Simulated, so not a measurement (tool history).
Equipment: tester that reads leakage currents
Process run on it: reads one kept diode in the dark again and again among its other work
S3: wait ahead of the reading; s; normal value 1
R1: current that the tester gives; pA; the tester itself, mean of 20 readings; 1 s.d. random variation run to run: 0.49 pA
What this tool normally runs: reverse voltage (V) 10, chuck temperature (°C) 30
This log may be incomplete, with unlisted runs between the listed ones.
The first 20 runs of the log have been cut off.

Run 21, day 131.9: usual settings but reverse voltage (V) 16.8, chuck temperature (°C) 23, S3 6.2 s. Result: R1 129.96 pA.
Run 22, day 140.488: usual settings but reverse voltage (V) 2. Result: R1 93.25 pA.
Run 23, day 148.033: usual settings but reverse voltage (V) 2. Result: R1 94.29 pA.
At day 151.725: chuck's temperature calibrated.
Run 24, day 152.425: usual settings but reverse voltage (V) 2. Result: R1 85.95 pA.
Run 25, day 158.571: usual settings but reverse voltage (V) 9.4. Result: R1 164.23 pA.
Run 26, day 166.017: usual settings but reverse voltage (V) 9.4, chuck temperature (°C) 47, S3 4.44 s. Result: R1 556.99 pA.
Run 27, day 173.717: usual settings but reverse voltage (V) 1.2, chuck temperature (°C) 57, S3 2.49 s. Result: R1 483.16 pA.
At day 174.496: probe card cleaned and baked.
Run 28, day 178.712: usual settings but reverse voltage (V) 11.5, chuck temperature (°C) 48. Result: R1 652.54 pA.
Run 29, day 186.608: usual settings but reverse voltage (V) 2.7, chuck temperature (°C) 48. Result: R1 370.13 pA.
Run 30, day 192.338: usual settings but reverse voltage (V) 11.2, chuck temperature (°C) 40, S3 0.53 s. Result: R1 376.32 pA.
Run 31, day 199.233: usual settings but reverse voltage (V) 11.2, chuck temperature (°C) 40, S3 1.38 s. Result: R1 376.9 pA.
At day 202.362: chuck's temperature calibrated.
Run 32, day 205.962: usual settings but reverse voltage (V) 1.6, chuck temperature (°C) 38. Result: R1 145.52 pA.
Run 33, day 210.896: usual settings but reverse voltage (V) 15.1, chuck temperature (°C) 28, S3 0.44 s. Result: R1 174.78 pA.
Run 34, day 216.242: usual settings but reverse voltage (V) 15.1, chuck temperature (°C) 28, S3 0.44 s. Result: R1 175.97 pA.
Run 35, day 221.975: usual settings but reverse voltage (V) 6.7, chuck temperature (°C) 52, S3 6.94 s. Result: R1 693.36 pA.
Run 36, day 227.742: usual settings but reverse voltage (V) 7.4, chuck temperature (°C) 24. Result: R1 96.49 pA.
Run 37, day 236.838: usual settings but reverse voltage (V) 7.4, chuck temperature (°C) 24. Result: R1 98.4 pA.
Run 38, day 240.742: usual settings but S3 4.05 s. Result: R1 175.02 pA.
Run 39, day 248.517: usual settings but S3 4.05 s. Result: R1 176.66 pA.
At day 253.183: chuck's temperature calibrated.
Run 40, day 253.392: usual settings but S3 4.05 s. Result: R1 167.44 pA.

Each row is a separate what-if for the run after 40, all from the same tool condition, not one after another. Results?
Run A, day 261.546: usual settings but reverse voltage (V) 19.2, chuck temperature (°C) 32, S3 2.59 s. Result: R1 ?.
Run B, day 261.546: usual settings but reverse voltage (V) 2.1, chuck temperature (°C) 55, S3 0.78 s. Result: R1 ?.
Run C, day 261.546: usual settings but S3 1.32 s. Result: R1 ?.

run      R1
  A  256.16
  B  531.17
  C  170.13
Without the tool's unlogged condition, the same runs would have read:
run      R1
  A  245.45
  B  514.81
  C  163.37

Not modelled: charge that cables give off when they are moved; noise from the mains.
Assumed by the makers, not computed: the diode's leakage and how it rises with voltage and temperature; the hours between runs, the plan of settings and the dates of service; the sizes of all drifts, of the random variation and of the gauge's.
